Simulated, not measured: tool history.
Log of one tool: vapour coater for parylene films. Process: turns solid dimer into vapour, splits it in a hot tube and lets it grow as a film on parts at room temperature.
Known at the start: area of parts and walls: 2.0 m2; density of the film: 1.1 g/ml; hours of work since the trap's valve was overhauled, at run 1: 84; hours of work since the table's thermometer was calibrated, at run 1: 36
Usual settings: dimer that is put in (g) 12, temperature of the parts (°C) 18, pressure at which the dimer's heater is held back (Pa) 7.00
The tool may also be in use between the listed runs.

run    hour  dimer that is put in (g)  temperature of the parts (°C)  pressure at which the dimer's heater is held back (Pa)  hours of work since the trap's valve was overhauled  hours of work since the table's thermometer was calibrated  thickness of the film (nm)
  1     0.0                        12                             18                                                    7.00                                                   84                                                          36                        2900
  2    26.2                        12                             18                                                    7.00                                                  104                                                          56                        2810
  3    69.3                        12                             18                                                    7.00                                                  136                                                          88                        2700
  4    95.6                        12                             18                                                    7.00                                                  156                                                         108                        2700
  5   119.0                        12                             18                                                    4.53                                                  173                                                         125                        2890
  6   140.9                         9                             18                                                    4.53                                                  190                                                         142                        2160
  7   173.5                         6                             18                                                    7.00                                                  214                                                         166                        1300
  8   215.5                         6                             18                                                    7.00                                                  245                                                         198                        1330
      254.1  -- trap's valve overhauled
  9   255.4                        12                             18                                                    5.14                                                    1                                                         224                        3110
 10   281.0                        12                             18                                                    9.19                                                   20                                                         244                        2850
 11   304.3                        12                             18                                                    9.19                                                   38                                                         261                        2820
 12   346.4                        12                             18                                                    9.19                                                   69                                                         292                        2780
 13   380.6                        12                             18                                                    9.19                                                   95                                                         318                        2750
 14   400.2                        16                             18                                                    7.00                                                  109                                                         333                        3740
 15   428.1                         6                             18                                                    7.00                                                  130                                                         354                        1420
 16   453.0                         6                             18                                                    5.96                                                  149                                                         372                        1420
 17   483.0                         6                             18                                                    5.96                                                  171                                                         395                        1370
 18   530.2                         6                             18                                                    5.96                                                  206                                                         430                        1340
 19   576.2                         6                             18                                                    5.96                                                  241                                                         464                        1400
 20   598.0                         6                             18                                                    5.96                                                  257                                                         481                        1370
      619.1  -- trap's valve overhauled
 21   635.8                        12                             18                                                    7.00                                                   13                                                         506                        2990
 22   669.4                        12                             18                                                    7.00                                                   38                                                         531                        2910
 23   706.1                        12                             20                                                    7.00                                                   65                                                         558                        2630
 24   748.7                         8                             20                                                    2.52                                                   97                                                         590                        2010
 25   779.9                        12                             20                                                    2.11                                                  120                                                         614                        3090
 26   816.5                        20                             20                                                    2.11                                                  148                                                         641                        5120
 27   838.7                         7                             14                                                    5.88                                                  164                                                         658                        1910
 28   864.1                         7                             14                                                    5.88                                                  183                                                         677                        1940
 29   906.2                         7                             14                                                    5.88                                                  215                                                         708                        1880
 30   936.8                         7                             14                                                    5.88                                                  238                                                         731                        1880
 31   971.2                         8                             21                                                    5.88                                                  263                                                         757                        1620
      984.8  -- trap's valve overhauled
 32  1015.8                         8                             15                                                    5.88                                                   23                                                         787                        2290
 33  1044.2                        10                             26                                                    6.68                                                   44                                                         808                        1810
 34  1092.0                        10                             14                                                   10.71                                                   80                                                         844                        2670
 35  1134.4                        13                             18                                                    7.00                                                  112                                                         876                        3060
 36  1164.8                        11                             27                                                    7.00                                                  135                                                         898                        1790
 37  1196.6                         5                             10                                                    9.62                                                  158                                                         922                        1540
 38  1218.0                         9                             17                                                    2.80                                                  174                                                         938                        2460
 39  1250.6                         7                             21                                                    2.80                                                  199                                                         963                        1640
 40  1281.4                         6                             21                                                    2.28                                                  222                                                         986                        1390
 41  1320.4                         6                             21                                                    2.28                                                  251                                                        1015                        1380
     1349.6  -- trap's valve overhauled
 42  1354.2                         8                             15                                                    9.67                                                    3                                                        1037                        2200
 43  1390.7                         8                             15                                                    9.67                                                   31                                                        1064                        2140
 44  1423.9                        18                             29                                                    2.41                                                   56                                                        1089                        3270
 45  1446.5                         7                             19                                                    5.93                                                   72                                                        1106                        1700
 46  1487.5                         6                             27                                                    7.00                                                  103                                                        1137                        1040

Forecast each of these 4 alternatives for the next run:
  A  1527.7                         6                             16                                                    2.93                                                  133                                                        1167                           ?
  B  1527.7                         6                             18                                                    7.00                                                  133                                                        1167                           ?
  C  1527.7                         5                             18                                                    9.24                                                  133                                                        1167                           ?
  D  1527.7                         6                             27                                                    7.34                                                  133                                                        1167                           ?

run  thickness of the film (nm)
  A                        1730
  B                        1460
  C                        1150
  D                        1030
Without the tool's hidden state the same runs would have given:
run  thickness of the film (nm)
  A                        1790
  B                        1510
  C                        1190
  D                        1060
